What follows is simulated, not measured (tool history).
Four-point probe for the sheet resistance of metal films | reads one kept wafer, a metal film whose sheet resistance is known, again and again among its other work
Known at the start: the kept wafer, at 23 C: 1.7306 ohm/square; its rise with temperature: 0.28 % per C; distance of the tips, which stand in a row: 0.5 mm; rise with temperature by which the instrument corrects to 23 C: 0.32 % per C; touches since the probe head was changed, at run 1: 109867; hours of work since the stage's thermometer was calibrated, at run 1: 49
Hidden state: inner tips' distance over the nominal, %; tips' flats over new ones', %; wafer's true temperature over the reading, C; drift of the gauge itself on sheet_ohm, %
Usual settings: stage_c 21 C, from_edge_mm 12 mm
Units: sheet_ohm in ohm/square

| run | day | stage_c | from_edge_mm | touches since the probe head was changed | hours of work since the stage's thermometer was calibrated | sheet_ohm |
|---|---|---|---|---|---|---|
| 1 | 0.000 | 21 | 12 | 109867 | 49 | 1.741744 |
| 2 | 3.112 | 28 | 12 | 113299 | 99 | 1.736410 |
| 3 | 7.100 | 28 | 12 | 117695 | 162 | 1.737398 |
| 4 | 10.588 | 28 | 12 | 121540 | 217 | 1.737232 |
| 5 | 14.125 | 24 | 12 | 125439 | 273 | 1.740999 |
| 6 | 17.250 | 24 | 12 | 128888 | 323 | 1.740561 |
| 7 | 20.279 | 24 | 12 | 132226 | 371 | 1.740607 |
| 8 | 23.088 | 21 | 12 | 135321 | 416 | 1.742748 |
| 9 | 26.292 | 21 | 12 | 138853 | 466 | 1.743521 |
| 10 | 28.383 | 21 | 12 | 141161 | 500 | 1.743699 |
|  | 30.621 | new probe head fitted |
| 11 | 32.658 | 21 | 12 | 2251 | 567 | 1.729722 |
| 12 | 35.117 | 21 | 12 | 4958 | 606 | 1.729266 |
| 13 | 38.254 | 21 | 12 | 8417 | 656 | 1.730123 |
| 14 | 41.892 | 21 | 12 | 12429 | 713 | 1.730097 |
| 15 | 46.100 | 21 | 50 | 17070 | 780 | 1.728942 |
| 16 | 50.008 | 21 | 50 | 21378 | 842 | 1.728965 |
| 17 | 52.679 | 21 | 50 | 24322 | 885 | 1.729575 |
| 18 | 56.300 | 21 | 50 | 28315 | 942 | 1.729712 |
| 19 | 60.008 | 21 | 12 | 32405 | 1001 | 1.731368 |
| 20 | 61.971 | 21 | 12 | 34565 | 1032 | 1.731455 |
|  | 62.262 | stage's thermometer calibrated |
| 21 | 64.450 | 21 | 12 | 37278 | 35 | 1.731117 |
| 22 | 66.633 | 21 | 12 | 39686 | 69 | 1.731666 |
| 23 | 69.492 | 24 | 11 | 42837 | 115 | 1.729405 |
| 24 | 71.888 | 27 | 10 | 45479 | 153 | 1.728439 |
| 25 | 76.071 | 32 | 6 | 50089 | 219 | 1.728820 |
| 26 | 78.188 | 22 | 55 | 52426 | 253 | 1.730261 |
|  | 79.242 | stage's thermometer calibrated, once more |
| 27 | 80.675 | 28 | 12 | 55145 | 23 | 1.729354 |
| 28 | 84.292 | 28 | 12 | 59134 | 80 | 1.729374 |
| 29 | 87.383 | 24 | 5 | 62541 | 129 | 1.740228 |
| 30 | 89.158 | 35 | 12 | 64495 | 157 | 1.724544 |
| 31 | 92.604 | 35 | 12 | 68297 | 212 | 1.725191 |
| 32 | 94.929 | 23 | 5 | 70859 | 249 | 1.741373 |
| 33 | 98.492 | 23 | 5 | 74788 | 306 | 1.741213 |
| 34 | 101.204 | 25 | 14 | 77778 | 349 | 1.731999 |
| 35 | 104.892 | 26 | 30 | 81844 | 407 | 1.730637 |
| 36 | 109.179 | 26 | 30 | 86569 | 475 | 1.731809 |
| 37 | 111.138 | 21 | 3 | 88732 | 506 | 1.760759 |
| 38 | 114.700 | 19 | 7 | 92657 | 563 | 1.741085 |
| 39 | 117.783 | 22 | 4 | 96057 | 612 | 1.749923 |
| 40 | 121.100 | 22 | 4 | 99716 | 664 | 1.750028 |
| 41 | 124.912 | 22 | 4 | 103916 | 725 | 1.749669 |
| 42 | 128.346 | 22 | 4 | 107704 | 779 | 1.749942 |
| 43 | 131.317 | 22 | 4 | 110977 | 827 | 1.749768 |

Hidden state or all else? Some run-to-run changes of sheet_ohm, split into what the settings, what came in and random variation would give without the hidden state, and what is left for the hidden state (with any gauge scatter that isn't in both results):
Run 10 -> 11: new probe head fitted. sheet_ohm -0.013977 ohm/square: hidden state -0.014126, all else +0.000149.
Run 24 -> 25: stage_c 27 -> 32, from_edge_mm 10 -> 6. sheet_ohm +0.000381 ohm/square: hidden state +0.000338, all else +0.000043.
Run 26 -> 27: stage_c 22 -> 28, from_edge_mm 55 -> 12, stage's thermometer calibrated, once more. sheet_ohm -0.000907 ohm/square: hidden state +0.001978, all else -0.002885.
Run 31 -> 32: stage_c 35 -> 23, from_edge_mm 12 -> 5. sheet_ohm +0.016182 ohm/square: hidden state +0.000161, all else +0.016021.
Run 36 -> 37: stage_c 26 -> 21, from_edge_mm 30 -> 3. sheet_ohm +0.028950 ohm/square: hidden state +0.000175, all else +0.028775.
Run 37 -> 38: stage_c 21 -> 19, from_edge_mm 3 -> 7. sheet_ohm -0.019674 ohm/square: hidden state +0.000196, all else -0.019870.
